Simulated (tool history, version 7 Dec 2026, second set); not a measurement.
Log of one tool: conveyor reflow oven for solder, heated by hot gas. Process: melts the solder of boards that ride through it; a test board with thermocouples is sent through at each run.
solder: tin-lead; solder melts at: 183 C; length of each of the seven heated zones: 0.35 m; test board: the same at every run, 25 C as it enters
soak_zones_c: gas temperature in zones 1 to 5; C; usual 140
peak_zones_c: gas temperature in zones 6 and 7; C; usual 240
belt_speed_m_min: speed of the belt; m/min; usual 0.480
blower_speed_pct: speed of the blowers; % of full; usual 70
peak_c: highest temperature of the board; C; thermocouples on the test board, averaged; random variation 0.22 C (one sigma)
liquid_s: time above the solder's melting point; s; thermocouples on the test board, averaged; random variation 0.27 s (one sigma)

{"run": 1, "hour": 0.0, "soak_zones_c": 140, "peak_zones_c": 240, "belt_speed_m_min": 0.48, "blower_speed_pct": 70, "peak_c": 224.9, "liquid_s": 72.7}
{"run": 2, "hour": 9.2, "soak_zones_c": 140, "peak_zones_c": 240, "belt_speed_m_min": 0.48, "blower_speed_pct": 70, "peak_c": 225.2, "liquid_s": 72.8}
{"run": 3, "hour": 16.7, "soak_zones_c": 140, "peak_zones_c": 240, "belt_speed_m_min": 0.48, "blower_speed_pct": 70, "peak_c": 224.9, "liquid_s": 72.7}
{"run": 4, "hour": 21.9, "soak_zones_c": 140, "peak_zones_c": 240, "belt_speed_m_min": 0.48, "blower_speed_pct": 70, "peak_c": 224.9, "liquid_s": 73.1}
{"run": 5, "hour": 29.3, "soak_zones_c": 140, "peak_zones_c": 240, "belt_speed_m_min": 0.48, "blower_speed_pct": 70, "peak_c": 224.6, "liquid_s": 72.8}
{"run": 6, "hour": 39.0, "soak_zones_c": 140, "peak_zones_c": 240, "belt_speed_m_min": 0.524, "blower_speed_pct": 70, "peak_c": 221.9, "liquid_s": 64.0}
{"run": 7, "hour": 44.7, "soak_zones_c": 140, "peak_zones_c": 240, "belt_speed_m_min": 0.524, "blower_speed_pct": 70, "peak_c": 221.8, "liquid_s": 63.8}
{"run": 8, "hour": 55.8, "soak_zones_c": 140, "peak_zones_c": 240, "belt_speed_m_min": 0.524, "blower_speed_pct": 70, "peak_c": 221.9, "liquid_s": 64.1}
{"run": 9, "hour": 63.0, "soak_zones_c": 140, "peak_zones_c": 234, "belt_speed_m_min": 0.48, "blower_speed_pct": 70, "peak_c": 219.7, "liquid_s": 68.7}
{"run": 10, "hour": 73.5, "soak_zones_c": 140, "peak_zones_c": 234, "belt_speed_m_min": 0.48, "blower_speed_pct": 70, "peak_c": 219.6, "liquid_s": 68.9}
{"run": 11, "hour": 81.2, "soak_zones_c": 140, "peak_zones_c": 234, "belt_speed_m_min": 0.48, "blower_speed_pct": 70, "peak_c": 219.3, "liquid_s": 68.9}
{"run": 12, "hour": 88.0, "soak_zones_c": 140, "peak_zones_c": 234, "belt_speed_m_min": 0.48, "blower_speed_pct": 70, "peak_c": 219.8, "liquid_s": 69.0}
{"hour": 92.6, "done": "belt drive overhauled, speed set with a stopwatch"}
{"run": 13, "hour": 103.4, "soak_zones_c": 140, "peak_zones_c": 241, "belt_speed_m_min": 0.48, "blower_speed_pct": 53, "peak_c": 220.1, "liquid_s": 68.1}
{"run": 14, "hour": 112.0, "soak_zones_c": 140, "peak_zones_c": 240, "belt_speed_m_min": 0.388, "blower_speed_pct": 70, "peak_c": 230.9, "liquid_s": 95.9}
{"hour": 118.1, "done": "flux residue cleaned out of gas plates and filters"}
{"run": 15, "hour": 128.6, "soak_zones_c": 140, "peak_zones_c": 240, "belt_speed_m_min": 0.388, "blower_speed_pct": 70, "peak_c": 232.6, "liquid_s": 97.1}
{"hour": 134.2, "done": "belt drive overhauled, speed set with a stopwatch, once more"}
{"run": 16, "hour": 140.0, "soak_zones_c": 141, "peak_zones_c": 240, "belt_speed_m_min": 0.48, "blower_speed_pct": 70, "peak_c": 226.9, "liquid_s": 74.5}
{"run": 17, "hour": 147.6, "soak_zones_c": 140, "peak_zones_c": 238, "belt_speed_m_min": 0.48, "blower_speed_pct": 54, "peak_c": 219.1, "liquid_s": 67.6}
{"run": 18, "hour": 158.4, "soak_zones_c": 155, "peak_zones_c": 240, "belt_speed_m_min": 0.48, "blower_speed_pct": 63, "peak_c": 227.3, "liquid_s": 80.1}
{"run": 19, "hour": 163.2, "soak_zones_c": 155, "peak_zones_c": 240, "belt_speed_m_min": 0.48, "blower_speed_pct": 63, "peak_c": 226.9, "liquid_s": 80.5}
{"run": 20, "hour": 174.2, "soak_zones_c": 138, "peak_zones_c": 240, "belt_speed_m_min": 0.48, "blower_speed_pct": 53, "peak_c": 220.2, "liquid_s": 66.8}

Forecast each of these 3 alternatives for the next run:
{"run": "A", "hour": 180.8, "soak_zones_c": 151, "peak_zones_c": 240, "belt_speed_m_min": 0.48, "blower_speed_pct": 53, "peak_c": "?", "liquid_s": "?"}
{"run": "B", "hour": 180.8, "soak_zones_c": 138, "peak_zones_c": 240, "belt_speed_m_min": 0.54, "blower_speed_pct": 53, "peak_c": "?", "liquid_s": "?"}
{"run": "C", "hour": 180.8, "soak_zones_c": 146, "peak_zones_c": 240, "belt_speed_m_min": 0.48, "blower_speed_pct": 70, "peak_c": "?", "liquid_s": "?"}

run=A peak_c=223.0 liquid_s=75.7
run=B peak_c=215.8 liquid_s=55.5
run=C peak_c=227.7 liquid_s=77.1
Without the tool's hidden state the same runs would have given:
run=A peak_c=222.0 liquid_s=74.8
run=B peak_c=214.8 liquid_s=54.6
run=C peak_c=226.6 liquid_s=76.3

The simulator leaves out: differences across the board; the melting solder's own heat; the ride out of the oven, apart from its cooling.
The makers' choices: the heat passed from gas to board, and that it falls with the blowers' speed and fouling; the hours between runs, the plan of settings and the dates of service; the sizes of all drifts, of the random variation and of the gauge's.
